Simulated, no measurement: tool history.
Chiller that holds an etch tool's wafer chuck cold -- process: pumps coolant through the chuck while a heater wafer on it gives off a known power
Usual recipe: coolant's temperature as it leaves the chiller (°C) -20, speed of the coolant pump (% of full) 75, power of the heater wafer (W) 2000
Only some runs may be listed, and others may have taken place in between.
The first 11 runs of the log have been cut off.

run    hour  coolant's temperature as it leaves the chiller (°C)  speed of the coolant pump (% of full)  power of the heater wafer (W)  hours since the coolant was changed and the channels were flushed  hours since the pump was overhauled  hours since the chiller's thermometer was calibrated  chuck's temperature once it has settled (°C)  how much warmer the coolant comes back (C)
 12   481.1                                                  -20                                     75                           2000                                                               2901                                 2591                                                   791                                          -5.9                                        5.23
 13   522.6                                                  -20                                     75                           2000                                                               2942                                 2633                                                   833                                          -5.9                                        5.24
 14   578.6                                                  -20                                     75                           2000                                                               2998                                 2689                                                   888                                          -6.0                                        5.26
 15   608.1                                                  -20                                     75                           2000                                                               3028                                 2718                                                   918                                          -6.0                                        5.22
 16   659.4                                                  -20                                     75                           2000                                                               3079                                 2769                                                   969                                          -6.1                                        5.23
 17   684.2                                                  -13                                     96                           2000                                                               3104                                 2794                                                   994                                          -1.9                                        4.07
 18   733.1                                                  -13                                     96                           2000                                                               3153                                 2843                                                  1043                                          -1.8                                        4.11
 19   782.6                                                  -13                                     96                           2000                                                               3202                                 2893                                                  1093                                          -1.8                                        4.10
 20   836.1                                                  -18                                     83                           1267                                                               3256                                 2946                                                  1146                                         -10.0                                        2.96
 21   874.5                                                  -18                                     83                           1267                                                               3294                                 2985                                                  1184                                          -9.8                                        3.03
 22   919.2                                                  -20                                     73                           1821                                                               3339                                 3029                                                  1229                                          -7.0                                        4.93
 23   944.8                                                  -23                                     78                           1821                                                               3365                                 3055                                                  1255                                         -10.8                                        4.59
 24   994.2                                                  -26                                     97                           1821                                                               3414                                 3104                                                  1304                                         -15.9                                        3.64
 25  1024.6                                                  -26                                     97                           1821                                                               3444                                 3135                                                  1335                                         -15.7                                        3.67
 26  1075.5                                                  -26                                     97                           1821                                                               3495                                 3186                                                  1385                                         -15.9                                        3.66
 27  1106.6                                                  -19                                     74                           2930                                                               3526                                 3217                                                  1417                                           1.9                                        7.78
 28  1138.1                                                  -19                                     74                           2930                                                               3558                                 3248                                                  1448                                           1.6                                        7.81
     1176.1  -- coolant changed, channels flushed
 29  1190.9                                                  -20                                     75                           2675                                                                 15                                 3295                                                  1495                                          -1.3                                        6.99
 30  1227.0                                                  -11                                     75                           1031                                                                 51                                 3331                                                  1531                                          -3.7                                        2.71
 31  1280.4                                                  -11                                     68                           1031                                                                104                                 3384                                                  1584                                          -3.2                                        2.99
 32  1316.5                                                  -25                                     78                           1014                                                                140                                 3421                                                  1620                                         -18.2                                        2.51

What if the next run were any one of these 3? Each begins from the tool's condition after run 32:
  A  1351.9                                                  -27                                     78                           1085                                                                176                                 3456                                                  1656                                             ?                                           ?
  B  1351.9                                                  -28                                     78                           1014                                                                176                                 3456                                                  1656                                             ?                                           ?
  C  1351.9                                                  -20                                     75                           1894                                                                176                                 3456                                                  1656                                             ?                                           ?

run  chuck's temperature once it has settled (°C)  how much warmer the coolant comes back (C)
  A                                         -19.8                                        2.79
  B                                         -21.1                                        2.58
  C                                          -6.8                                        5.01
Stripped of hidden state, with their random variation kept, the same runs would have yielded:
run  chuck's temperature once it has settled (°C)  how much warmer the coolant comes back (C)
  A                                         -19.8                                        2.79
  B                                         -21.1                                        2.58
  C                                          -6.8                                        5.01
